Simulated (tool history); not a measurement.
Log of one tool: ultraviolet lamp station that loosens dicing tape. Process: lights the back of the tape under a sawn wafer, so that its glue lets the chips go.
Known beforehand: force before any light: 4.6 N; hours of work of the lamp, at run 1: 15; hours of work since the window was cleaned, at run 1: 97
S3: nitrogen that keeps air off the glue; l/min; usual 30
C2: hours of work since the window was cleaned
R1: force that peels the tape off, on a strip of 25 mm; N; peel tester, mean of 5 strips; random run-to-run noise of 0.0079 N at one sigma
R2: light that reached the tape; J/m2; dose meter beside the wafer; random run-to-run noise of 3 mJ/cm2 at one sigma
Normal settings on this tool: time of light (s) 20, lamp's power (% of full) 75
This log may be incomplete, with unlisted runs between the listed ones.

run 1 day=0 | time_of_light_(s)=20 lamp's_power_(%_of_full)=75 S3=30 | hours_of_work_of_the_lamp=15 C2=97 | R1=0.344 R2=4370
run 2 day=0.425 | time_of_light_(s)=25 lamp's_power_(%_of_full)=75 S3=30 | hours_of_work_of_the_lamp=22 C2=104 | R1=0.207 R2=5410
run 3 day=0.846 | time_of_light_(s)=25 lamp's_power_(%_of_full)=75 S3=30 | hours_of_work_of_the_lamp=28 C2=110 | R1=0.212 R2=5410
run 4 day=1.446 | time_of_light_(s)=25 lamp's_power_(%_of_full)=75 S3=30 | hours_of_work_of_the_lamp=37 C2=120 | R1=0.207 R2=5410
run 5 day=1.996 | time_of_light_(s)=25 lamp's_power_(%_of_full)=75 S3=30 | hours_of_work_of_the_lamp=46 C2=128 | R1=0.212 R2=5400
run 6 day=2.692 | time_of_light_(s)=25 lamp's_power_(%_of_full)=75 S3=30 | hours_of_work_of_the_lamp=56 C2=139 | R1=0.214 R2=5310
run 7 day=3.429 | time_of_light_(s)=25 lamp's_power_(%_of_full)=75 S3=30 | hours_of_work_of_the_lamp=68 C2=150 | R1=0.218 R2=5340
run 8 day=3.908 | time_of_light_(s)=25 lamp's_power_(%_of_full)=75 S3=47 | hours_of_work_of_the_lamp=75 C2=157 | R1=0.17 R2=5270
run 9 day=4.246 | time_of_light_(s)=20 lamp's_power_(%_of_full)=75 S3=50 | hours_of_work_of_the_lamp=80 C2=162 | R1=0.259 R2=4150
run 10 day=4.95 | time_of_light_(s)=16 lamp's_power_(%_of_full)=75 S3=30 | hours_of_work_of_the_lamp=91 C2=173 | R1=0.556 R2=3400
run 11 day=5.408 | time_of_light_(s)=16 lamp's_power_(%_of_full)=75 S3=30 | hours_of_work_of_the_lamp=98 C2=180 | R1=0.574 R2=3320
run 12 day=5.846 | time_of_light_(s)=16 lamp's_power_(%_of_full)=75 S3=30 | hours_of_work_of_the_lamp=105 C2=187 | R1=0.574 R2=3320
run 13 day=6.175 | time_of_light_(s)=20 lamp's_power_(%_of_full)=64 S3=30 | hours_of_work_of_the_lamp=110 C2=192 | R1=0.512 R2=3550
run 14 day=6.871 | time_of_light_(s)=20 lamp's_power_(%_of_full)=64 S3=30 | hours_of_work_of_the_lamp=120 C2=203 | R1=0.513 R2=3510
run 15 day=7.433 | time_of_light_(s)=20 lamp's_power_(%_of_full)=64 S3=30 | hours_of_work_of_the_lamp=129 C2=211 | R1=0.515 R2=3540
run 16 day=7.742 | time_of_light_(s)=21 lamp's_power_(%_of_full)=63 S3=24 | hours_of_work_of_the_lamp=134 C2=216 | R1=0.585 R2=3650
run 17 day=8.188 | time_of_light_(s)=21 lamp's_power_(%_of_full)=63 S3=24 | hours_of_work_of_the_lamp=141 C2=223 | R1=0.583 R2=3620
run 18 day=8.571 | time_of_light_(s)=21 lamp's_power_(%_of_full)=63 S3=24 | hours_of_work_of_the_lamp=146 C2=229 | R1=0.573 R2=3600
run 19 day=9.188 | time_of_light_(s)=12 lamp's_power_(%_of_full)=64 S3=13 | hours_of_work_of_the_lamp=156 C2=238 | R1=1.771 R2=2050
-- day=9.279 window cleaned of glue's vapour
run 20 day=9.817 | time_of_light_(s)=35 lamp's_power_(%_of_full)=65 S3=13 | hours_of_work_of_the_lamp=165 C2=8 | R1=0.347 R2=5890
run 21 day=10.325 | time_of_light_(s)=35 lamp's_power_(%_of_full)=65 S3=13 | hours_of_work_of_the_lamp=173 C2=16 | R1=0.341 R2=5880
run 22 day=10.671 | time_of_light_(s)=35 lamp's_power_(%_of_full)=60 S3=13 | hours_of_work_of_the_lamp=178 C2=21 | R1=0.448 R2=5420
run 23 day=11.371 | time_of_light_(s)=20 lamp's_power_(%_of_full)=75 S3=47 | hours_of_work_of_the_lamp=189 C2=32 | R1=0.326 R2=3790
run 24 day=11.912 | time_of_light_(s)=20 lamp's_power_(%_of_full)=75 S3=26 | hours_of_work_of_the_lamp=197 C2=40 | R1=0.467 R2=3810
run 25 day=12.633 | time_of_light_(s)=12 lamp's_power_(%_of_full)=99 S3=34 | hours_of_work_of_the_lamp=208 C2=51 | R1=0.643 R2=3040
-- day=13.125 window cleaned of glue's vapour, once more
run 26 day=13.267 | time_of_light_(s)=23 lamp's_power_(%_of_full)=99 S3=21 | hours_of_work_of_the_lamp=218 C2=2 | R1=0.194 R2=6500
run 27 day=13.583 | time_of_light_(s)=27 lamp's_power_(%_of_full)=80 S3=44 | hours_of_work_of_the_lamp=223 C2=7 | R1=0.143 R2=6210
run 28 day=14.3 | time_of_light_(s)=26 lamp's_power_(%_of_full)=72 S3=11 | hours_of_work_of_the_lamp=234 C2=18 | R1=0.508 R2=5340
run 29 day=14.638 | time_of_light_(s)=24 lamp's_power_(%_of_full)=78 S3=10 | hours_of_work_of_the_lamp=239 C2=23 | R1=0.524 R2=5350

Consider 4 possible next runs. They are alternatives, not a sequence: every one starts from the tool as it was left by run 29. What does each give?
run A day=15.171 | time_of_light_(s)=24 lamp's_power_(%_of_full)=78 S3=10 | hours_of_work_of_the_lamp=247 C2=31 | R1=? R2=?
run B day=15.171 | time_of_light_(s)=12 lamp's_power_(%_of_full)=73 S3=30 | hours_of_work_of_the_lamp=247 C2=31 | R1=? R2=?
run C day=15.171 | time_of_light_(s)=39 lamp's_power_(%_of_full)=89 S3=13 | hours_of_work_of_the_lamp=247 C2=31 | R1=? R2=?
run D day=15.171 | time_of_light_(s)=12 lamp's_power_(%_of_full)=75 S3=30 | hours_of_work_of_the_lamp=247 C2=31 | R1=? R2=?

run=A R1=0.555 R2=5210
run=B R1=0.964 R2=2480
run=C R1=0.133 R2=9780
run=D R1=0.924 R2=2540
The same runs, with their run-to-run variation unchanged, on a tool lacking any hidden condition would have given:
run=A R1=0.476 R2=5640
run=B R1=0.854 R2=2690
run=C R1=0.12 R2=10590
run=D R1=0.816 R2=2750
